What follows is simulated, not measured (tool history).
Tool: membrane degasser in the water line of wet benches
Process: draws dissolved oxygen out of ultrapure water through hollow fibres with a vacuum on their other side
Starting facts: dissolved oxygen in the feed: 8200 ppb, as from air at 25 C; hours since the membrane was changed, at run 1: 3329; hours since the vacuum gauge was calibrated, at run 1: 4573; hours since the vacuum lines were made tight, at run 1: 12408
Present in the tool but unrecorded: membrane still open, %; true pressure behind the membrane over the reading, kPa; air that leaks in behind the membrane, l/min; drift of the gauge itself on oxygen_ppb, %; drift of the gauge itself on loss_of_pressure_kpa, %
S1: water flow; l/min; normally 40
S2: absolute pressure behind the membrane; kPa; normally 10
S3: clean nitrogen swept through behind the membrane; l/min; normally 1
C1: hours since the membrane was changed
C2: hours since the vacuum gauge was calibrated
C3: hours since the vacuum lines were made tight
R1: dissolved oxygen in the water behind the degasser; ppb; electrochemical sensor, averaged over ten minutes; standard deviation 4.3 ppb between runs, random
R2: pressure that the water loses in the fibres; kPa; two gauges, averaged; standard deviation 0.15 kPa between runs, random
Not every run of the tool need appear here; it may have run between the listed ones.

{"run": 1, "hour": 0.0, "S1": 40, "S2": 10, "S3": 1, "C1": 3329, "C2": 4573, "C3": 12408, "R1": 706.9, "R2": 30.32}
{"run": 2, "hour": 123.1, "S1": 45, "S2": 10, "S3": 1, "C1": 3452, "C2": 4696, "C3": 12531, "R1": 802.4, "R2": 34.3}
{"run": 3, "hour": 309.9, "S1": 45, "S2": 10, "S3": 1, "C1": 3639, "C2": 4883, "C3": 12717, "R1": 799.8, "R2": 34.39}
{"run": 4, "hour": 432.4, "S1": 45, "S2": 10, "S3": 1, "C1": 3761, "C2": 5006, "C3": 12840, "R1": 797.2, "R2": 34.47}
{"run": 5, "hour": 529.6, "S1": 40, "S2": 10, "S3": 2.17, "C1": 3858, "C2": 5103, "C3": 12937, "R1": 478.8, "R2": 30.08}
{"run": 6, "hour": 617.4, "S1": 55, "S2": 10, "S3": 1, "C1": 3946, "C2": 5191, "C3": 13025, "R1": 965, "R2": 41.72}
{"run": 7, "hour": 731.6, "S1": 55, "S2": 10, "S3": 1, "C1": 4061, "C2": 5305, "C3": 13139, "R1": 971.3, "R2": 42.1}
{"run": 8, "hour": 899.9, "S1": 55, "S2": 10, "S3": 2.79, "C1": 4229, "C2": 5473, "C3": 13308, "R1": 620.8, "R2": 41.86}
{"hour": 991.3, "done": "vacuum gauge calibrated"}
{"run": 9, "hour": 1038.9, "S1": 55, "S2": 10, "S3": 0.6, "C1": 4367, "C2": 48, "C3": 13446, "R1": 1213.5, "R2": 41.61}
{"run": 10, "hour": 1120.8, "S1": 55, "S2": 10, "S3": 0.6, "C1": 4449, "C2": 129, "C3": 13528, "R1": 1211.4, "R2": 41.48}
{"run": 11, "hour": 1264.8, "S1": 40, "S2": 10, "S3": 0.79, "C1": 4593, "C2": 273, "C3": 13672, "R1": 805.1, "R2": 30.34}
{"run": 12, "hour": 1389.2, "S1": 40, "S2": 10, "S3": 1, "C1": 4718, "C2": 398, "C3": 13796, "R1": 712.9, "R2": 30.08}
{"run": 13, "hour": 1525.6, "S1": 40, "S2": 10, "S3": 1, "C1": 4854, "C2": 534, "C3": 13933, "R1": 719.6, "R2": 30.61}
{"run": 14, "hour": 1697.0, "S1": 40, "S2": 10, "S3": 1, "C1": 5025, "C2": 706, "C3": 14104, "R1": 709.5, "R2": 30.06}
{"run": 15, "hour": 1832.0, "S1": 40, "S2": 10, "S3": 1, "C1": 5160, "C2": 841, "C3": 14239, "R1": 719.7, "R2": 30.19}
{"hour": 1950.8, "done": "seals of the vacuum lines changed"}
{"run": 16, "hour": 1955.1, "S1": 43, "S2": 10, "S3": 1, "C1": 5281, "C2": 962, "C3": 4, "R1": 767.1, "R2": 32.58}
{"run": 17, "hour": 2117.7, "S1": 53, "S2": 8.7, "S3": 1, "C1": 5444, "C2": 1124, "C3": 167, "R1": 820.1, "R2": 40.2}
{"run": 18, "hour": 2231.4, "S1": 42, "S2": 13.8, "S3": 1.73, "C1": 5558, "C2": 1238, "C3": 281, "R1": 745.3, "R2": 31.78}
{"run": 19, "hour": 2309.0, "S1": 47, "S2": 11.7, "S3": 2.19, "C1": 5635, "C2": 1316, "C3": 358, "R1": 644.9, "R2": 35.54}
{"run": 20, "hour": 2416.5, "S1": 40, "S2": 7.4, "S3": 1, "C1": 5743, "C2": 1423, "C3": 466, "R1": 529.3, "R2": 30.35}
{"run": 21, "hour": 2493.0, "S1": 42, "S2": 10, "S3": 0.53, "C1": 5819, "C2": 1500, "C3": 542, "R1": 1047.8, "R2": 31.97}
{"run": 22, "hour": 2679.8, "S1": 62, "S2": 17, "S3": 1.6, "C1": 6006, "C2": 1687, "C3": 729, "R1": 1302.8, "R2": 47.39}
{"run": 23, "hour": 2851.8, "S1": 62, "S2": 12.5, "S3": 2.25, "C1": 6178, "C2": 1858, "C3": 901, "R1": 888, "R2": 47.09}
{"run": 24, "hour": 3034.8, "S1": 45, "S2": 10, "S3": 1, "C1": 6361, "C2": 2041, "C3": 1084, "R1": 801.4, "R2": 34.04}
{"run": 25, "hour": 3112.9, "S1": 29, "S2": 8.3, "S3": 0.77, "C1": 6439, "C2": 2120, "C3": 1162, "R1": 487.6, "R2": 21.94}
{"run": 26, "hour": 3295.8, "S1": 27, "S2": 10, "S3": 3, "C1": 6622, "C2": 2303, "C3": 1345, "R1": 247.4, "R2": 20.43}
{"run": 27, "hour": 3422.4, "S1": 52, "S2": 24.8, "S3": 0.64, "C1": 6749, "C2": 2429, "C3": 1472, "R1": 2503.6, "R2": 39.27}
{"run": 28, "hour": 3547.8, "S1": 28, "S2": 9.8, "S3": 0.49, "C1": 6874, "C2": 2554, "C3": 1597, "R1": 753.5, "R2": 21.18}
{"run": 29, "hour": 3703.1, "S1": 54, "S2": 6.7, "S3": 1, "C1": 7030, "C2": 2710, "C3": 1752, "R1": 663.1, "R2": 40.83}
{"run": 30, "hour": 3891.9, "S1": 54, "S2": 6.7, "S3": 1, "C1": 7218, "C2": 2899, "C3": 1941, "R1": 669.9, "R2": 40.97}
{"run": 31, "hour": 3988.4, "S1": 41, "S2": 7.1, "S3": 2.37, "C1": 7315, "C2": 2995, "C3": 2038, "R1": 368.9, "R2": 31.05}
{"run": 32, "hour": 4066.5, "S1": 41, "S2": 7.1, "S3": 2.37, "C1": 7393, "C2": 3073, "C3": 2116, "R1": 372.6, "R2": 31.06}

4 ways to go on from here, each from the tool as it stands after run 32. What would each give?
{"run": "A", "hour": 4216.0, "S1": 40, "S2": 17.7, "S3": 1, "C1": 7542, "C2": 3223, "C3": 2265, "R1": "?", "R2": "?"}
{"run": "B", "hour": 4216.0, "S1": 41, "S2": 7.1, "S3": 2.15, "C1": 7542, "C2": 3223, "C3": 2265, "R1": "?", "R2": "?"}
{"run": "C", "hour": 4216.0, "S1": 24, "S2": 10, "S3": 1, "C1": 7542, "C2": 3223, "C3": 2265, "R1": "?", "R2": "?"}
{"run": "D", "hour": 4216.0, "S1": 34, "S2": 12.5, "S3": 1.53, "C1": 7542, "C2": 3223, "C3": 2265, "R1": "?", "R2": "?"}

run=A R1=1233.1 R2=30.17
run=B R1=388.4 R2=30.99
run=C R1=426.5 R2=18
run=D R1=586.4 R2=25.35
Without the tool's unlogged condition, the same runs would have read:
run=A R1=1232.4 R2=30.15
run=B R1=387.7 R2=30.97
run=C R1=426 R2=17.98
run=D R1=585.8 R2=25.34
